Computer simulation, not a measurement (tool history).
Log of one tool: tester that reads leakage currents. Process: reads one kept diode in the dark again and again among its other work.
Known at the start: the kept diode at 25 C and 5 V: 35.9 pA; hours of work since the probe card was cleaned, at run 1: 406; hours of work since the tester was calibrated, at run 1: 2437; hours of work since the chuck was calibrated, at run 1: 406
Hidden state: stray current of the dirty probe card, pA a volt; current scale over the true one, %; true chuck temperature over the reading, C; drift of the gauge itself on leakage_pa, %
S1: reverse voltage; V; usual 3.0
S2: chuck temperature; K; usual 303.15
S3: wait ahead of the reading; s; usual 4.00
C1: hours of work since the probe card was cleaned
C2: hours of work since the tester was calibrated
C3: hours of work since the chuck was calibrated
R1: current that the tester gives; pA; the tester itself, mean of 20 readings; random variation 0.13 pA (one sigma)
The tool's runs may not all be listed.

run     day   S1      S2    S3    C1    C2    C3      R1
  1   0.000  3.0  303.15  4.00   406  2437   406   37.07
  2   4.383  3.0  303.15  4.00   478  2509   478   36.80
  3   7.079  3.0  303.15  4.00   522  2554   522   36.57
  4  11.788  3.0  303.15  4.00   600  2631   600   36.33
  5  16.483  3.0  303.15  4.00   677  2708   677   35.77
     18.188  -- tester calibrated
  6  22.483  3.0  303.15  4.00   774    71   774   36.51
  7  27.362  3.0  303.15  4.00   855   151   855   36.14
  8  30.250  3.0  326.15  4.00   902   198   902  169.12
  9  35.692  3.0  326.15  0.54   992   288   992  168.40
 10  41.288  3.0  326.15  0.54  1084   380  1084  166.70
 11  47.325  3.0  303.15  5.89  1183   479  1183   34.81
     49.067  -- chuck's temperature calibrated
 12  50.767  3.0  303.15  4.00  1238   534    28   33.78
 13  53.338  3.0  303.15  4.00  1280   577    70   33.51
 14  57.608  3.0  303.15  4.00  1350   647   140   33.43
 15  60.788  3.0  295.15  4.00  1403   699   193   18.37
 16  66.325  3.0  295.15  4.00  1494   790   284   18.24

Forecast run 17:
 17  69.862  2.2  302.15  0.98  1552  848  342   ?

R1: 25.93 pA
Without the tool's hidden state the same run would have given R1 31.29 pA.
